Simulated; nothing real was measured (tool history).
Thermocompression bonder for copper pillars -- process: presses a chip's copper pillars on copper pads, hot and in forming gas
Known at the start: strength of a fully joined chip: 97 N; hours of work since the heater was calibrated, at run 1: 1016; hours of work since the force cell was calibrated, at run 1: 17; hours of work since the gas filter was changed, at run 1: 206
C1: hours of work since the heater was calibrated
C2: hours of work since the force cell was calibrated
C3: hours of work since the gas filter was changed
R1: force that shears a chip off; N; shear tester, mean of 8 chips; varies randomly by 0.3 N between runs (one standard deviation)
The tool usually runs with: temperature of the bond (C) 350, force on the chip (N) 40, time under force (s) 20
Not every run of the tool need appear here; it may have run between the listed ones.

Run 1, hour 0.0: usual settings; C1 1016; C2 17; C3 206. Result: R1 52.0 N.
Run 2, hour 5.9: usual settings but force on the chip (N) 25; C1 1020; C2 21; C3 210. Result: R1 41.3 N.
Run 3, hour 13.5: usual settings but force on the chip (N) 25; C1 1026; C2 27; C3 215. Result: R1 40.7 N.
Run 4, hour 23.2: usual settings but force on the chip (N) 25; C1 1032; C2 33; C3 222. Result: R1 41.8 N.
Run 5, hour 33.5: usual settings but force on the chip (N) 25; C1 1039; C2 40; C3 229. Result: R1 41.1 N.
Run 6, hour 43.7: usual settings but time under force (s) 56; C1 1046; C2 47; C3 236. Result: R1 68.9 N.
Run 7, hour 54.6: usual settings but time under force (s) 56; C1 1054; C2 55; C3 243. Result: R1 70.0 N.
Run 8, hour 62.8: usual settings but time under force (s) 56; C1 1060; C2 61; C3 249. Result: R1 69.4 N.
Run 9, hour 70.0: usual settings but time under force (s) 56; C1 1065; C2 66; C3 254. Result: R1 69.9 N.
Run 10, hour 80.1: usual settings but force on the chip (N) 43, time under force (s) 56; C1 1072; C2 73; C3 261. Result: R1 70.6 N.
At hour 87.9: heater calibrated with a thermocouple chip.
Run 11, hour 92.4: usual settings but time under force (s) 49; C1 3; C2 80; C3 268. Result: R1 60.4 N.
Run 12, hour 100.2: usual settings but time under force (s) 40; C1 8; C2 85; C3 274. Result: R1 56.9 N.
Run 13, hour 104.9: usual settings but time under force (s) 25; C1 12; C2 88; C3 277. Result: R1 48.7 N.
Run 14, hour 114.4: usual settings but time under force (s) 25; C1 18; C2 95; C3 283. Result: R1 49.3 N.
Run 15, hour 122.0: usual settings; C1 24; C2 100; C3 289. Result: R1 46.1 N.
Run 16, hour 128.4: usual settings; C1 28; C2 105; C3 293. Result: R1 44.6 N.
Run 17, hour 139.3: usual settings; C1 36; C2 112; C3 301. Result: R1 45.3 N.
Run 18, hour 147.9: usual settings; C1 41; C2 118; C3 307. Result: R1 44.9 N.
Run 19, hour 159.1: usual settings; C1 49; C2 126; C3 314. Result: R1 45.0 N.
Run 20, hour 168.4: usual settings; C1 56; C2 132; C3 321. Result: R1 45.1 N.
Run 21, hour 175.1: usual settings but temperature of the bond (C) 378, force on the chip (N) 30, time under force (s) 21; C1 60; C2 137; C3 325. Result: R1 53.5 N.
Run 22, hour 185.1: usual settings but temperature of the bond (C) 378, force on the chip (N) 30, time under force (s) 21; C1 67; C2 144; C3 332. Result: R1 53.6 N.
Run 23, hour 195.6: usual settings but temperature of the bond (C) 345, force on the chip (N) 39, time under force (s) 23; C1 74; C2 151; C3 339. Result: R1 43.7 N.
Run 24, hour 203.8: usual settings but temperature of the bond (C) 375, time under force (s) 36; C1 80; C2 157; C3 345. Result: R1 67.3 N.
Run 25, hour 210.0: usual settings but temperature of the bond (C) 375, time under force (s) 36; C1 84; C2 161; C3 349. Result: R1 68.9 N.
At hour 212.0: force cell calibrated.
Run 26, hour 217.5: usual settings but temperature of the bond (C) 375, time under force (s) 36; C1 88; C2 4; C3 353. Result: R1 67.8 N.
Run 27, hour 223.0: usual settings but temperature of the bond (C) 375, time under force (s) 13; C1 92; C2 8; C3 357. Result: R1 50.9 N.
Run 28, hour 229.8: usual settings but temperature of the bond (C) 353, force on the chip (N) 34, time under force (s) 18; C1 97; C2 12; C3 362. Result: R1 41.3 N.
Run 29, hour 235.4: usual settings but temperature of the bond (C) 345, time under force (s) 35; C1 101; C2 16; C3 366. Result: R1 51.8 N.
Run 30, hour 246.1: usual settings but force on the chip (N) 36, time under force (s) 25; C1 108; C2 24; C3 373. Result: R1 46.3 N.
At hour 247.7: forming gas filter changed.
Run 31, hour 253.1: usual settings but force on the chip (N) 27, time under force (s) 29; C1 113; C2 28; C3 4. Result: R1 43.4 N.
At hour 259.1: force cell calibrated, once more.
Run 32, hour 263.0: usual settings but temperature of the bond (C) 378, force on the chip (N) 27, time under force (s) 10; C1 119; C2 3; C3 10. Result: R1 41.2 N.
Run 33, hour 270.2: usual settings but temperature of the bond (C) 335, time under force (s) 43; C1 123; C2 8; C3 14. Result: R1 52.1 N.
Run 34, hour 275.9: usual settings but temperature of the bond (C) 351, force on the chip (N) 38; C1 127; C2 12; C3 18. Result: R1 46.4 N.
Run 35, hour 281.0: usual settings but temperature of the bond (C) 370, force on the chip (N) 37; C1 131; C2 15; C3 22. Result: R1 55.8 N.
Run 36, hour 286.7: usual settings but temperature of the bond (C) 370, force on the chip (N) 37; C1 135; C2 19; C3 26. Result: R1 56.2 N.
Run 37, hour 293.9: usual settings but temperature of the bond (C) 332, time under force (s) 33; C1 140; C2 24; C3 31. Result: R1 45.6 N.
Run 38, hour 299.4: usual settings but temperature of the bond (C) 325, force on the chip (N) 45, time under force (s) 39; C1 144; C2 28; C3 35. Result: R1 46.8 N.
Run 39, hour 305.4: usual settings but temperature of the bond (C) 341, force on the chip (N) 27, time under force (s) 12; C1 148; C2 32; C3 39. Result: R1 27.4 N.

Forecast each of these 5 alternatives for the next run:
Run A, hour 313.2: usual settings but temperature of the bond (C) 341, force on the chip (N) 31, time under force (s) 39; C1 153; C2 37; C3 44. Result: R1 ?.
Run B, hour 313.2: usual settings but temperature of the bond (C) 372, force on the chip (N) 27, time under force (s) 12; C1 153; C2 37; C3 44. Result: R1 ?.
Run C, hour 313.2: usual settings but temperature of the bond (C) 328, force on the chip (N) 29, time under force (s) 12; C1 153; C2 37; C3 44. Result: R1 ?.
Run D, hour 313.2: usual settings but force on the chip (N) 34; C1 153; C2 37; C3 44. Result: R1 ?.
Run E, hour 313.2: usual settings but temperature of the bond (C) 343, force on the chip (N) 26, time under force (s) 12; C1 153; C2 37; C3 44. Result: R1 ?.

run    R1
  A  47.6
  B  41.5
  C  24.4
  D  43.5
  E  27.8
The same runs, with their run-to-run variation unchanged, on a tool lacking any hidden condition would have given:
run    R1
  A  47.7
  B  41.6
  C  24.4
  D  43.7
  E  27.9
